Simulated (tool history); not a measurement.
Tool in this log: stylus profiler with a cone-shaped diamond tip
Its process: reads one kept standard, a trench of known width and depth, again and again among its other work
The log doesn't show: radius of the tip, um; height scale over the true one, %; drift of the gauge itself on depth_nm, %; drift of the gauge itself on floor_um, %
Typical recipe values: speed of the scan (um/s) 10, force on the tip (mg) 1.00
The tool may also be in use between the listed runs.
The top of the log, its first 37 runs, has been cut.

run,hour,speed of the scan (um/s),force on the tip (mg),scans with this tip,hours of work since the height scale was calibrated,depth of the trench (nm),width of the trench's floor (µm)
38,2575.5,9,1.23,8018,333,1006.38,10.25
# hour 2610.5: height scale calibrated on a step standard, once more
39,2667.1,9,1.23,8515,40,1003.69,10.12
40,2762.7,7,0.91,9037,107,1003.20,9.91
41,2821.2,7,0.91,9357,149,1003.64,9.79
42,2873.0,21,1.01,9639,185,1003.72,9.57
# hour 2935.4: new tip fitted, height scale calibrated
43,2943.9,21,1.01,46,6,1003.75,13.93
44,2987.5,7,1.74,284,37,1004.70,13.85
45,3056.9,7,1.67,664,86,1005.15,13.69
46,3112.9,2,1.73,969,125,1004.82,13.48

Forecast each of these 4 alternatives for the next run:
A,3161.8,3,2.79,1236,160,?,?
B,3161.8,4,1.73,1236,160,?,?
C,3161.8,2,0.49,1236,160,?,?
D,3161.8,9,2.91,1236,160,?,?

run,depth of the trench (nm),width of the trench's floor (µm)
A,1006.77,13.37
B,1005.23,13.36
C,1002.40,13.38
D,1006.87,13.32
The same runs, with their run-to-run variation unchanged, on a tool lacking any hidden condition would have given:
run,depth of the trench (nm),width of the trench's floor (µm)
A,1006.45,13.99
B,1004.91,13.99
C,1002.08,14.00
D,1006.55,13.94
